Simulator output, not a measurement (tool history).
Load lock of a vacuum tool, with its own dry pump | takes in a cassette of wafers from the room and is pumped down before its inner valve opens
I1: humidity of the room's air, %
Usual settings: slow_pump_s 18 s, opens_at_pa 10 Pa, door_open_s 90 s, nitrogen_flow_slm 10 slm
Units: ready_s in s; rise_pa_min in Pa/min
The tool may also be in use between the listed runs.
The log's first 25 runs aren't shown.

{"run": 26, "hour": 8561.7, "slow_pump_s": 24, "opens_at_pa": 13, "door_open_s": 90, "nitrogen_flow_slm": 10, "I1": 45.6, "ready_s": 34.49, "rise_pa_min": 0.339}
{"run": 27, "hour": 8849.2, "slow_pump_s": 24, "opens_at_pa": 13, "door_open_s": 90, "nitrogen_flow_slm": 10, "I1": 45.3, "ready_s": 34.49, "rise_pa_min": 0.332}
{"run": 28, "hour": 9217.1, "slow_pump_s": 18, "opens_at_pa": 15, "door_open_s": 126, "nitrogen_flow_slm": 10, "I1": 49.5, "ready_s": 29.31, "rise_pa_min": 0.36}
{"run": 29, "hour": 9525.0, "slow_pump_s": 18, "opens_at_pa": 10, "door_open_s": 65, "nitrogen_flow_slm": 6, "I1": 44.9, "ready_s": 30.02, "rise_pa_min": 0.347}
{"run": 30, "hour": 9761.4, "slow_pump_s": 18, "opens_at_pa": 10, "door_open_s": 65, "nitrogen_flow_slm": 6, "I1": 46.1, "ready_s": 30, "rise_pa_min": 0.361}
{"run": 31, "hour": 10066.0, "slow_pump_s": 18, "opens_at_pa": 10, "door_open_s": 94, "nitrogen_flow_slm": 6, "I1": 45.9, "ready_s": 30.02, "rise_pa_min": 0.372}
{"run": 32, "hour": 10500.4, "slow_pump_s": 18, "opens_at_pa": 10, "door_open_s": 39, "nitrogen_flow_slm": 10, "I1": 45.4, "ready_s": 30.05, "rise_pa_min": 0.366}
{"run": 33, "hour": 10716.9, "slow_pump_s": 22, "opens_at_pa": 14, "door_open_s": 97, "nitrogen_flow_slm": 9, "I1": 45.6, "ready_s": 32.89, "rise_pa_min": 0.387}
{"run": 34, "hour": 11124.9, "slow_pump_s": 22, "opens_at_pa": 13, "door_open_s": 125, "nitrogen_flow_slm": 9, "I1": 46.3, "ready_s": 33.05, "rise_pa_min": 0.412}
{"run": 35, "hour": 11460.8, "slow_pump_s": 36, "opens_at_pa": 10, "door_open_s": 90, "nitrogen_flow_slm": 10, "I1": 43.8, "ready_s": 45.32, "rise_pa_min": 0.414}
{"run": 36, "hour": 11736.9, "slow_pump_s": 36, "opens_at_pa": 10, "door_open_s": 90, "nitrogen_flow_slm": 10, "I1": 42.9, "ready_s": 45.19, "rise_pa_min": 0.414}
{"hour": 11956.1, "done": "door's seal changed, seat wiped"}
{"run": 37, "hour": 12027.1, "slow_pump_s": 18, "opens_at_pa": 10, "door_open_s": 27, "nitrogen_flow_slm": 10, "I1": 44.9, "ready_s": 30.24, "rise_pa_min": 0.032}
{"run": 38, "hour": 12267.1, "slow_pump_s": 18, "opens_at_pa": 15, "door_open_s": 150, "nitrogen_flow_slm": 14, "I1": 45.1, "ready_s": 29.65, "rise_pa_min": 0.062}

Forecast each of these 3 alternatives for the next run:
{"run": "A", "hour": 12493.9, "slow_pump_s": 11, "opens_at_pa": 10, "door_open_s": 38, "nitrogen_flow_slm": 7, "I1": 42.1, "ready_s": "?", "rise_pa_min": "?"}
{"run": "B", "hour": 12493.9, "slow_pump_s": 27, "opens_at_pa": 8, "door_open_s": 150, "nitrogen_flow_slm": 14, "I1": 43.2, "ready_s": "?", "rise_pa_min": "?"}
{"run": "C", "hour": 12493.9, "slow_pump_s": 18, "opens_at_pa": 10, "door_open_s": 90, "nitrogen_flow_slm": 23, "I1": 44.5, "ready_s": "?", "rise_pa_min": "?"}

run=A ready_s=24.5 rise_pa_min=0.041
run=B ready_s=38.28 rise_pa_min=0.062
run=C ready_s=30.29 rise_pa_min=0.043
Without the tool's hidden state the same runs would have given:
run=A ready_s=23.27 rise_pa_min=0.037
run=B ready_s=37.26 rise_pa_min=0.058
run=C ready_s=29.17 rise_pa_min=0.039
